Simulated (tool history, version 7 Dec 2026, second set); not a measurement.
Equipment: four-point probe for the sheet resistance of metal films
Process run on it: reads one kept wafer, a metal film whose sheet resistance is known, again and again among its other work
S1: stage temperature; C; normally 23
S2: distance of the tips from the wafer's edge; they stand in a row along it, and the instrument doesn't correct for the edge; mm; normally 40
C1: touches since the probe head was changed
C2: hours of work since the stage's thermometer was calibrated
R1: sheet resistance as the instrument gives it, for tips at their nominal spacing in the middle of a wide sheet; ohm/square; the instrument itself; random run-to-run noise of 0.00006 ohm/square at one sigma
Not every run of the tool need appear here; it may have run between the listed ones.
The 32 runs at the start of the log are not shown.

run,hour,S1,S2,C1,C2,R1
33,1764.7,31,6,48496,892,0.306217
34,1809.1,23,65,49480,916,0.30331
35,1876.5,19,64,50975,952,0.304166
36,1939.8,25,33,52377,986,0.303023
37,1975.3,25,33,53166,1005,0.303018
38,2033.3,25,33,54451,1036,0.302982
39,2067.8,25,33,55216,1055,0.30294
40,2116.9,18,10,56306,1081,0.305673
41,2163,31,6,57326,1106,0.306106
42,2239.8,22,74,59029,1147,0.303412
43,2291.3,22,74,60170,1174,0.303375
44,2324.8,18,3,60915,1192,0.321116
45,2364.5,28,3,61793,1213,0.319122

What if the next run were any one of these 3? Each begins from the tool's condition after run 45:
A,2440.6,32,26,63481,1254,?
B,2440.6,19,3,63481,1254,?
C,2440.6,32,41,63481,1254,?

run,R1
A,0.30153
B,0.32084
C,0.30148
Without the tool's hidden state the same runs would have given:
run,R1
A,0.300045
B,0.319261
C,0.299994
